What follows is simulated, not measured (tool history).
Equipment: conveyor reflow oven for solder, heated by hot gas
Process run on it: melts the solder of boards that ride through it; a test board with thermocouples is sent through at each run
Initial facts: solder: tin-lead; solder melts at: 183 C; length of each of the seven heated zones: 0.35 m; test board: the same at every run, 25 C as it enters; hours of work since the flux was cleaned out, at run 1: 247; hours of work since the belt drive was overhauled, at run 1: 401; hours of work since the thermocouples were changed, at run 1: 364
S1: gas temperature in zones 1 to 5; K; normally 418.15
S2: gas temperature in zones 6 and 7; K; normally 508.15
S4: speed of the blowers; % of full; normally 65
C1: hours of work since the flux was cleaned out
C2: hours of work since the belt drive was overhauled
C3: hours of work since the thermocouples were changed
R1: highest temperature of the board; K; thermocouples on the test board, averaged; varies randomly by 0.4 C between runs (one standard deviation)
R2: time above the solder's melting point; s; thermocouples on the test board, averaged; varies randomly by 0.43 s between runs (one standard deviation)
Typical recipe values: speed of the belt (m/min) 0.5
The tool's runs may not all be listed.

run 1 hour=0 | S1=418.15 S2=508.15 speed_of_the_belt_(m/min)=0.5 S4=65 | C1=247 C2=401 C3=364 | R1=493.05 R2=66.9
run 2 hour=24.5 | S1=418.15 S2=508.15 speed_of_the_belt_(m/min)=0.5 S4=50 | C1=263 C2=417 C3=380 | R1=489.15 R2=64.5
run 3 hour=55.9 | S1=415.15 S2=508.15 speed_of_the_belt_(m/min)=0.5 S4=65 | C1=284 C2=438 C3=401 | R1=491.65 R2=66.1
-- hour=62.8 flux residue cleaned out of gas plates and filters
run 4 hour=85.9 | S1=418.15 S2=502.15 speed_of_the_belt_(m/min)=0.5 S4=65 | C1=15 C2=454 C3=417 | R1=487.15 R2=61.8
run 5 hour=100.4 | S1=418.15 S2=508.15 speed_of_the_belt_(m/min)=0.5 S4=86 | C1=25 C2=463 C3=427 | R1=493.95 R2=70.1
run 6 hour=125.4 | S1=428.15 S2=522.15 speed_of_the_belt_(m/min)=0.525 S4=54 | C1=41 C2=480 C3=443 | R1=501.55 R2=75.8
run 7 hour=149.7 | S1=415.15 S2=496.15 speed_of_the_belt_(m/min)=0.599 S4=88 | C1=57 C2=496 C3=459 | R1=478.95 R2=41.7
-- hour=179 flux residue cleaned out of gas plates and filters, once more
run 8 hour=179 | S1=415.15 S2=496.15 speed_of_the_belt_(m/min)=0.599 S4=88 | C1=0 C2=512 C3=475 | R1=479.95 R2=45.9
run 9 hour=205.4 | S1=418.15 S2=508.15 speed_of_the_belt_(m/min)=0.532 S4=54 | C1=17 C2=529 C3=492 | R1=489.35 R2=61.8
run 10 hour=237.6 | S1=418.15 S2=512.15 speed_of_the_belt_(m/min)=0.467 S4=74 | C1=38 C2=550 C3=513 | R1=500.65 R2=79.6

Each row is a separate what-if for the run after 10, all from the same tool condition, not one after another. Results?
run A hour=258 | S1=424.15 S2=499.15 speed_of_the_belt_(m/min)=0.467 S4=74 | C1=52 C2=563 C3=527 | R1=? R2=?
run B hour=258 | S1=418.15 S2=512.15 speed_of_the_belt_(m/min)=0.467 S4=81 | C1=52 C2=563 C3=527 | R1=? R2=?
run C hour=258 | S1=418.15 S2=514.15 speed_of_the_belt_(m/min)=0.44 S4=74 | C1=52 C2=563 C3=527 | R1=? R2=?
run D hour=258 | S1=415.15 S2=517.15 speed_of_the_belt_(m/min)=0.467 S4=60 | C1=52 C2=563 C3=527 | R1=? R2=?
run E hour=258 | S1=418.15 S2=500.15 speed_of_the_belt_(m/min)=0.448 S4=89 | C1=52 C2=563 C3=527 | R1=? R2=?

run=A R1=490.05 R2=75.4
run=B R1=501.75 R2=79.6
run=C R1=504.35 R2=87.8
run=D R1=503.05 R2=79.2
run=E R1=492.25 R2=77.2
Take away the tool's hidden state, keep each run's random variation, and the runs would have read:
run=A R1=488.05 R2=73
run=B R1=499.65 R2=77.5
run=C R1=502.25 R2=85.6
run=D R1=500.95 R2=76.9
run=E R1=490.15 R2=74.8
